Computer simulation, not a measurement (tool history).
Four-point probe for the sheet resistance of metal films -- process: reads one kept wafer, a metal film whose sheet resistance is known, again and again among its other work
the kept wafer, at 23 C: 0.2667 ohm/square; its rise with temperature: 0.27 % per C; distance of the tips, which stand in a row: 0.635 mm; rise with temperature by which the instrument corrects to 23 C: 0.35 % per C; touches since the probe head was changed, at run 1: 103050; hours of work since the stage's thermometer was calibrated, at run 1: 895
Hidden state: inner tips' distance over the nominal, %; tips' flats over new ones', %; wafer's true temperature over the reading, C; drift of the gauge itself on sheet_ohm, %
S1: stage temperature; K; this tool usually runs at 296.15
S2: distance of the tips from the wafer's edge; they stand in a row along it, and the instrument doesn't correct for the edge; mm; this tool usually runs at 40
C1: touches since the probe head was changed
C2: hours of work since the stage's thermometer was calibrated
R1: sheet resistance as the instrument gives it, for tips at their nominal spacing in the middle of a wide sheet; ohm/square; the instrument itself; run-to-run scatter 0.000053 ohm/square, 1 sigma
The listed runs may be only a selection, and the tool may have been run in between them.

{"run": 1, "day": 0.0, "S1": 296.15, "S2": 40, "C1": 103050, "C2": 895, "R1": 0.268672}
{"run": 2, "day": 2.167, "S1": 296.15, "S2": 40, "C1": 105637, "C2": 927, "R1": 0.268699}
{"run": 3, "day": 3.554, "S1": 296.15, "S2": 40, "C1": 107292, "C2": 948, "R1": 0.26871}
{"run": 4, "day": 5.55, "S1": 296.15, "S2": 40, "C1": 109674, "C2": 978, "R1": 0.268722}
{"run": 5, "day": 7.571, "S1": 307.15, "S2": 40, "C1": 112089, "C2": 1009, "R1": 0.266394}
{"run": 6, "day": 9.558, "S1": 307.15, "S2": 40, "C1": 114458, "C2": 1039, "R1": 0.266388}
{"run": 7, "day": 11.812, "S1": 296.15, "S2": 40, "C1": 117152, "C2": 1073, "R1": 0.268731}
{"run": 8, "day": 12.875, "S1": 303.15, "S2": 40, "C1": 118421, "C2": 1089, "R1": 0.267301}
{"run": 9, "day": 14.783, "S1": 303.15, "S2": 40, "C1": 120699, "C2": 1118, "R1": 0.267275}
{"day": 15.008, "done": "stage's thermometer calibrated"}
{"run": 10, "day": 15.75, "S1": 304.15, "S2": 40, "C1": 121828, "C2": 11, "R1": 0.267076}
{"run": 11, "day": 17.8, "S1": 296.15, "S2": 40, "C1": 124276, "C2": 42, "R1": 0.268734}
{"run": 12, "day": 19.404, "S1": 298.15, "S2": 22, "C1": 126188, "C2": 66, "R1": 0.268451}
{"day": 20.925, "done": "stage's thermometer calibrated, once more"}
{"run": 13, "day": 21.125, "S1": 298.15, "S2": 71, "C1": 128220, "C2": 3, "R1": 0.268471}
{"run": 14, "day": 22.35, "S1": 298.15, "S2": 71, "C1": 129682, "C2": 22, "R1": 0.2686}
{"run": 15, "day": 24.396, "S1": 293.15, "S2": 11, "C1": 132124, "C2": 52, "R1": 0.27}
{"run": 16, "day": 26.004, "S1": 293.15, "S2": 11, "C1": 134043, "C2": 77, "R1": 0.27011}
{"run": 17, "day": 28.054, "S1": 293.15, "S2": 11, "C1": 136490, "C2": 108, "R1": 0.270132}
{"run": 18, "day": 30.2, "S1": 302.15, "S2": 3, "C1": 139051, "C2": 140, "R1": 0.274062}
{"run": 19, "day": 32.021, "S1": 292.15, "S2": 64, "C1": 141224, "C2": 168, "R1": 0.26984}
{"run": 20, "day": 33.775, "S1": 299.15, "S2": 10, "C1": 143320, "C2": 194, "R1": 0.26915}
{"run": 21, "day": 35.458, "S1": 299.15, "S2": 10, "C1": 145330, "C2": 220, "R1": 0.26908}
{"run": 22, "day": 37.171, "S1": 291.15, "S2": 16, "C1": 147374, "C2": 245, "R1": 0.27031}

Below are 4 alternative next runs, each starting from the tool's condition after run 22. Predict each:
{"run": "A", "day": 39.371, "S1": 298.15, "S2": 16, "C1": 150001, "C2": 279, "R1": "?"}
{"run": "B", "day": 39.371, "S1": 302.15, "S2": 68, "C1": 150001, "C2": 279, "R1": "?"}
{"run": "C", "day": 39.371, "S1": 293.15, "S2": 40, "C1": 150001, "C2": 279, "R1": "?"}
{"run": "D", "day": 39.371, "S1": 298.15, "S2": 40, "C1": 150001, "C2": 279, "R1": "?"}

run=A R1=0.26903
run=B R1=0.267949
run=C R1=0.269845
run=D R1=0.268785
Without the tool's hidden state the same runs would have given:
run=A R1=0.266571
run=B R1=0.265499
run=C R1=0.267378
run=D R1=0.266328

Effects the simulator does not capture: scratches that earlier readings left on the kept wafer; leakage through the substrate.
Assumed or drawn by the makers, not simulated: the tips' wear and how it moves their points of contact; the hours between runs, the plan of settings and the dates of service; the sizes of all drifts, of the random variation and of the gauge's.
